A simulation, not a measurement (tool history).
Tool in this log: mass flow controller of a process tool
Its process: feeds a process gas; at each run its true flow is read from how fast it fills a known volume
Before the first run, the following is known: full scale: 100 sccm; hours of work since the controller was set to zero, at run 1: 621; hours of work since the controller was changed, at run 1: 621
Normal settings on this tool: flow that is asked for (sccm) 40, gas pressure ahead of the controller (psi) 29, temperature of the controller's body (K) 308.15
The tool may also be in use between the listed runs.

run	hour	flow that is asked for (sccm)	gas pressure ahead of the controller (psi)	temperature of the controller's body (K)	hours of work since the controller was set to zero	hours of work since the controller was changed	true flow (%)
1	0	40	29	308.15	621	621	100.1
2	57.7	52	29	308.15	658	658	100.24
3	93.9	52	29	308.15	682	682	100.16
4	152.8	52	29	308.15	720	720	100.2
5	193.1	40	29	308.15	747	747	100.18
6	230.1	40	29	308.15	771	771	100.13
7	265.7	40	29	308.15	794	794	100.21
8	337.8	40	29	308.15	841	841	99.92
9	378	40	29	308.15	867	867	100.26
10	412.5	40	29	308.15	890	890	100.1
11	480.3	40	29	308.15	934	934	100.2
12	522.3	23	29	308.15	961	961	99.88
13	595.2	23	29	308.15	1009	1009	99.88
14	648.7	40	29	308.15	1044	1044	100.17
15	721.5	40	29	308.15	1091	1091	100.31
16	774.9	40	29	300.15	1126	1126	99.88
# hour 779.3: controller's zero set anew
17	850.2	40	29	300.15	46	1175	99.72
18	903.1	40	29	300.15	81	1209	99.71
19	961.2	40	35.5	308.15	119	1247	100.14
# hour 980.8: controller's zero set anew, once more
20	1017.5	40	22.5	308.15	24	1284	100.51
21	1093.2	40	22.5	308.15	73	1333	100.58
22	1137.2	40	29	308.15	102	1362	100.57
23	1184.8	40	29	308.15	133	1393	100.4
24	1251.4	40	29	305.15	176	1436	100.46
25	1292.5	40	39.7	308.15	203	1463	100.69
26	1365.6	40	24.7	294.15	251	1511	99.89
27	1416.4	40	24.7	294.15	284	1544	99.94
28	1457.3	15	24.7	294.15	311	1570	99.44
29	1513.6	37	24.7	296.15	347	1607	99.9
30	1569.8	44	24.7	313.15	384	1644	100.87
31	1604.7	12	28.6	304.15	407	1666	99.77
32	1662.1	12	22.5	304.15	444	1704	99.61
33	1727.8	61	33.8	306.15	487	1747	100.67
34	1765.9	83	20.7	308.15	512	1772	100.8
35	1826.8	14	37	302.15	552	1811	99.65
36	1887.2	19	28.9	304.15	591	1851	99.93
37	1961	40	24.5	310.15	639	1899	100.59
38	1996.7	14	23.8	312.15	662	1922	99.93
39	2056.6	14	25.5	297.15	701	1961	99.48
40	2122.9	19	24.1	308.15	745	2004	99.96
41	2197.7	10	22.6	301.15	793	2053	99.05
42	2244.7	40	29	309.15	824	2084	100.68
43	2312.6	11	26.8	308.15	868	2128	99.48
44	2383.3	11	26.8	308.15	914	2174	99.57
45	2448	11	26.8	308.15	957	2216	99.52
46	2516	11	26.8	308.15	1001	2261	99.48
47	2567.7	11	26.8	308.15	1035	2294	99.47

What would each run have given without the hidden state, its run-to-run variation left as it was?
Unlogged tool condition in this case: flow at rest that the sensor doesn't see, % of full scale; true flow over the shown one, %; drift of the gauge itself on true_pct, %.
run	true flow (%)
1	100.02
2	100.1
3	100.02
4	100.06
5	100.08
6	100.03
7	100.11
8	99.82
9	100.14
10	99.98
11	100.08
12	99.97
13	99.97
14	100.03
15	100.17
16	99.74
17	99.73
18	99.71
19	100.14
20	100.04
21	100.1
22	100.09
23	99.91
24	99.97
25	100.2
26	99.39
27	99.43
28	99.2
29	99.4
30	100.34
31	99.68
32	99.54
33	100.07
34	100.15
35	99.53
36	99.65
37	100.04
38	99.86
39	99.43
40	99.71
41	99.38
42	100.1
43	99.76
44	99.88
45	99.85
46	99.84
47	99.85

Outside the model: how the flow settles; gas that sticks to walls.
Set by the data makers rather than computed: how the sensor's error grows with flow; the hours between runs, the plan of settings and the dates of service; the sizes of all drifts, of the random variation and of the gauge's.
